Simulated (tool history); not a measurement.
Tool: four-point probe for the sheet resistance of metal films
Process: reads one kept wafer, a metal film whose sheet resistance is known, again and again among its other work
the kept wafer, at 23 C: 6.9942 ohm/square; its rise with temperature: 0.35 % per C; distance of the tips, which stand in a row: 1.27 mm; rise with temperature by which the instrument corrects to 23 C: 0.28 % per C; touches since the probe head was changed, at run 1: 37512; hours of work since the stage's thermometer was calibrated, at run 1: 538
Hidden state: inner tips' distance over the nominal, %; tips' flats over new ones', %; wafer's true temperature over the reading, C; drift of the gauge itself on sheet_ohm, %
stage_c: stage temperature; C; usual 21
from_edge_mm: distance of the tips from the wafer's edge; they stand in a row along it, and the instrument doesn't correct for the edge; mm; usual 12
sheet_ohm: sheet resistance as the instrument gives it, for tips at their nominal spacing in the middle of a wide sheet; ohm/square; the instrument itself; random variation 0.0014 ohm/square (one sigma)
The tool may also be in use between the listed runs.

run    hour  stage_c  from_edge_mm  touches since the probe head was changed  hours of work since the stage's thermometer was calibrated  sheet_ohm
  1     0.0       21            12                                     37512                                                         538   7.028663
  2    30.8       21            12                                     38339                                                         550   7.024640
  3    57.3       21            12                                     39053                                                         561   7.027437
  4    81.8       21            12                                     39713                                                         571   7.026368
  5   109.5       21            12                                     40458                                                         583   7.026595
  6   149.2       21            12                                     41527                                                         599   7.026574
  7   170.1       21             7                                     42091                                                         608   7.107223
  8   203.9       21            12                                     43000                                                         621   7.026046
  9   246.8       21            12                                     44154                                                         639   7.028173
 10   278.7       21            12                                     45014                                                         652   7.025104
 11   319.8       21             4                                     46120                                                         669   7.341785
 12   356.4       21            12                                     47104                                                         684   7.025828
 13   399.8       21            12                                     48273                                                         702   7.027075
 14   422.0       21            12                                     48872                                                         711   7.027602
 15   466.4       21            12                                     50066                                                         729   7.026977
 16   498.9       21            12                                     50940                                                         742   7.029391
 17   526.1       21            12                                     51673                                                         753   7.025424
 18   561.3       21            12                                     52621                                                         768   7.026085
 19   590.8       21            12                                     53413                                                         780   7.025603
 20   621.2       21            12                                     54232                                                         792   7.027530
 21   651.1       21            12                                     55037                                                         804   7.026268
 22   685.8       21             6                                     55972                                                         819   7.149441
 23   715.6       25            18                                     56774                                                         831   7.022343
 24   759.6       25            12                                     57959                                                         849   7.048135
 25   780.6       25            13                                     58522                                                         857   7.038937
 26   817.3       23            28                                     59513                                                         873   6.998794
 27   836.9       20            43                                     60040                                                         881   6.982816
 28   859.7       20            43                                     60652                                                         890   6.982470
 29   902.0       20            43                                     61790                                                         907   6.984019
 30   921.6       20             7                                     62320                                                         915   7.104165
 31   962.5       20             7                                     63419                                                         932   7.101958
 32   987.9       22             7                                     64104                                                         942   7.114329
 33  1012.0       20             7                                     64751                                                         952   7.102894
 34  1055.2       26            47                                     65914                                                         970   7.009444
 35  1077.0       21            68                                     66501                                                         979   6.986441
 36  1100.6       18            68                                     67137                                                         989   6.973918
 37  1125.8       23            15                                     67815                                                         999   7.020274
 38  1162.5       21            54                                     68802                                                        1014   6.987357
 39  1189.8       24            56                                     69538                                                        1025   6.999450
 40  1219.5       32            12                                     70339                                                        1037   7.076438
 41  1243.2       30             4                                     70976                                                        1047   7.385052
 42  1269.0       30             4                                     71669                                                        1057   7.387153
 43  1306.6       19             6                                     72681                                                        1073   7.140518
 44  1334.8       19             6                                     73442                                                        1084   7.141072

Forecast each of these 4 alternatives for the next run:
  A  1354.2       19            64                                     73963                                                        1092          ?
  B  1354.2       26            12                                     73963                                                        1092          ?
  C  1354.2       21            23                                     73963                                                        1092          ?
  D  1354.2       19            18                                     73963                                                        1092          ?

run  sheet_ohm
  A   6.977924
  B   7.052042
  C   6.995678
  D   6.996708
Without the tool's hidden state the same runs would have given:
run  sheet_ohm
  A   6.977817
  B   7.051935
  C   6.995571
  D   6.996601
